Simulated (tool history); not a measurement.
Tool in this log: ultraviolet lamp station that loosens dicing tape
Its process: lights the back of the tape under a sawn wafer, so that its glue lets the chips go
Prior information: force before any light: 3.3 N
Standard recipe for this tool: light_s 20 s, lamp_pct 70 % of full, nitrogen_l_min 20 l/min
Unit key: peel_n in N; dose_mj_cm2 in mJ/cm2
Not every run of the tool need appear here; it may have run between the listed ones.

{"run": 1, "hour": 0.0, "light_s": 20, "lamp_pct": 70, "nitrogen_l_min": 20, "peel_n": 0.898, "dose_mj_cm2": 270}
{"run": 2, "hour": 62.1, "light_s": 13, "lamp_pct": 70, "nitrogen_l_min": 20, "peel_n": 1.422, "dose_mj_cm2": 168}
{"run": 3, "hour": 106.6, "light_s": 13, "lamp_pct": 70, "nitrogen_l_min": 20, "peel_n": 1.507, "dose_mj_cm2": 164}
{"run": 4, "hour": 202.6, "light_s": 26, "lamp_pct": 70, "nitrogen_l_min": 20, "peel_n": 0.753, "dose_mj_cm2": 311}
{"run": 5, "hour": 298.3, "light_s": 24, "lamp_pct": 70, "nitrogen_l_min": 20, "peel_n": 0.878, "dose_mj_cm2": 275}
{"run": 6, "hour": 349.3, "light_s": 11, "lamp_pct": 70, "nitrogen_l_min": 20, "peel_n": 1.849, "dose_mj_cm2": 119}
{"hour": 378.6, "done": "lamp changed"}
{"run": 7, "hour": 401.9, "light_s": 11, "lamp_pct": 70, "nitrogen_l_min": 20, "peel_n": 1.248, "dose_mj_cm2": 193}
{"run": 8, "hour": 457.0, "light_s": 24, "lamp_pct": 64, "nitrogen_l_min": 11, "peel_n": 0.719, "dose_mj_cm2": 381}
{"run": 9, "hour": 546.0, "light_s": 21, "lamp_pct": 91, "nitrogen_l_min": 11, "peel_n": 0.553, "dose_mj_cm2": 452}
{"run": 10, "hour": 637.4, "light_s": 11, "lamp_pct": 79, "nitrogen_l_min": 8, "peel_n": 1.57, "dose_mj_cm2": 201}
{"run": 11, "hour": 708.5, "light_s": 19, "lamp_pct": 69, "nitrogen_l_min": 10, "peel_n": 1.045, "dose_mj_cm2": 290}
{"run": 12, "hour": 763.9, "light_s": 19, "lamp_pct": 79, "nitrogen_l_min": 26, "peel_n": 0.646, "dose_mj_cm2": 322}
{"run": 13, "hour": 830.6, "light_s": 40, "lamp_pct": 70, "nitrogen_l_min": 7, "peel_n": 0.476, "dose_mj_cm2": 583}
{"hour": 850.1, "done": "window cleaned of glue's vapour"}
{"run": 14, "hour": 876.6, "light_s": 40, "lamp_pct": 70, "nitrogen_l_min": 7, "peel_n": 0.453, "dose_mj_cm2": 597}

Below are 3 alternative next runs, each starting from the tool's condition after run 14. Predict each:
{"run": "A", "hour": 973.3, "light_s": 18, "lamp_pct": 70, "nitrogen_l_min": 36, "peel_n": "?", "dose_mj_cm2": "?"}
{"run": "B", "hour": 973.3, "light_s": 24, "lamp_pct": 82, "nitrogen_l_min": 18, "peel_n": "?", "dose_mj_cm2": "?"}
{"run": "C", "hour": 973.3, "light_s": 14, "lamp_pct": 71, "nitrogen_l_min": 20, "peel_n": "?", "dose_mj_cm2": "?"}

run=A peel_n=0.766 dose_mj_cm2=261
run=B peel_n=0.522 dose_mj_cm2=407
run=C peel_n=1.197 dose_mj_cm2=202
Stripped of hidden state, with their random variation kept, the same runs would have yielded:
run=A peel_n=0.533 dose_mj_cm2=337
run=B peel_n=0.349 dose_mj_cm2=524
run=C peel_n=0.905 dose_mj_cm2=262

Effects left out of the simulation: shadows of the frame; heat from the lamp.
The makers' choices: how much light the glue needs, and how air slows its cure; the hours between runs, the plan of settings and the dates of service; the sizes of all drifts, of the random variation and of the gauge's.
